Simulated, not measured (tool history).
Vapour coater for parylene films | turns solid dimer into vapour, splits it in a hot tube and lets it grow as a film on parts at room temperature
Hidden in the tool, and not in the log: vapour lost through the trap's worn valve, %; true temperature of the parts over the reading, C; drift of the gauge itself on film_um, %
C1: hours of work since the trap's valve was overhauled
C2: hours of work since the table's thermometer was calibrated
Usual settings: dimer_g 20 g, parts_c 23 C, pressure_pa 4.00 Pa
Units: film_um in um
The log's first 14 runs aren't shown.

run 15 hour=152.3 | dimer_g=20 parts_c=23 pressure_pa=6.90 | C1=132 C2=249 | film_um=6.08
run 16 hour=159.4 | dimer_g=15 parts_c=20 pressure_pa=4.66 | C1=138 C2=255 | film_um=5.46
run 17 hour=170.5 | dimer_g=15 parts_c=20 pressure_pa=4.66 | C1=148 C2=265 | film_um=5.61
run 18 hour=186.3 | dimer_g=9 parts_c=20 pressure_pa=4.66 | C1=161 C2=278 | film_um=3.33
run 19 hour=200.0 | dimer_g=9 parts_c=20 pressure_pa=4.66 | C1=173 C2=290 | film_um=3.31
run 20 hour=210.2 | dimer_g=9 parts_c=20 pressure_pa=4.66 | C1=181 C2=298 | film_um=3.33
run 21 hour=223.8 | dimer_g=25 parts_c=30 pressure_pa=4.16 | C1=193 C2=310 | film_um=6.73
run 22 hour=237.1 | dimer_g=36 parts_c=19 pressure_pa=4.00 | C1=204 C2=321 | film_um=14.23
run 23 hour=246.6 | dimer_g=24 parts_c=18 pressure_pa=4.44 | C1=212 C2=329 | film_um=9.72
run 24 hour=255.7 | dimer_g=24 parts_c=18 pressure_pa=4.44 | C1=220 C2=337 | film_um=9.53
run 25 hour=264.2 | dimer_g=24 parts_c=18 pressure_pa=4.44 | C1=227 C2=344 | film_um=9.54
run 26 hour=274.4 | dimer_g=24 parts_c=18 pressure_pa=4.44 | C1=236 C2=353 | film_um=9.47
run 27 hour=288.1 | dimer_g=19 parts_c=26 pressure_pa=3.48 | C1=247 C2=364 | film_um=6.04
run 28 hour=299.8 | dimer_g=16 parts_c=24 pressure_pa=2.22 | C1=257 C2=374 | film_um=6.02
run 29 hour=308.3 | dimer_g=16 parts_c=24 pressure_pa=2.22 | C1=264 C2=381 | film_um=6.03
run 30 hour=322.2 | dimer_g=16 parts_c=24 pressure_pa=2.22 | C1=276 C2=393 | film_um=6.01

Forecast each of these 4 alternatives for the next run:
run A hour=334.9 | dimer_g=16 parts_c=23 pressure_pa=11.37 | C1=287 C2=404 | film_um=?
run B hour=334.9 | dimer_g=22 parts_c=24 pressure_pa=4.96 | C1=287 C2=404 | film_um=?
run C hour=334.9 | dimer_g=12 parts_c=22 pressure_pa=2.81 | C1=287 C2=404 | film_um=?
run D hour=334.9 | dimer_g=20 parts_c=18 pressure_pa=3.80 | C1=287 C2=404 | film_um=?

run=A film_um=4.24
run=B film_um=6.85
run=C film_um=4.55
run=D film_um=8.09
Without the tool's hidden state the same runs would have given:
run=A film_um=4.50
run=B film_um=7.27
run=C film_um=4.83
run=D film_um=8.59

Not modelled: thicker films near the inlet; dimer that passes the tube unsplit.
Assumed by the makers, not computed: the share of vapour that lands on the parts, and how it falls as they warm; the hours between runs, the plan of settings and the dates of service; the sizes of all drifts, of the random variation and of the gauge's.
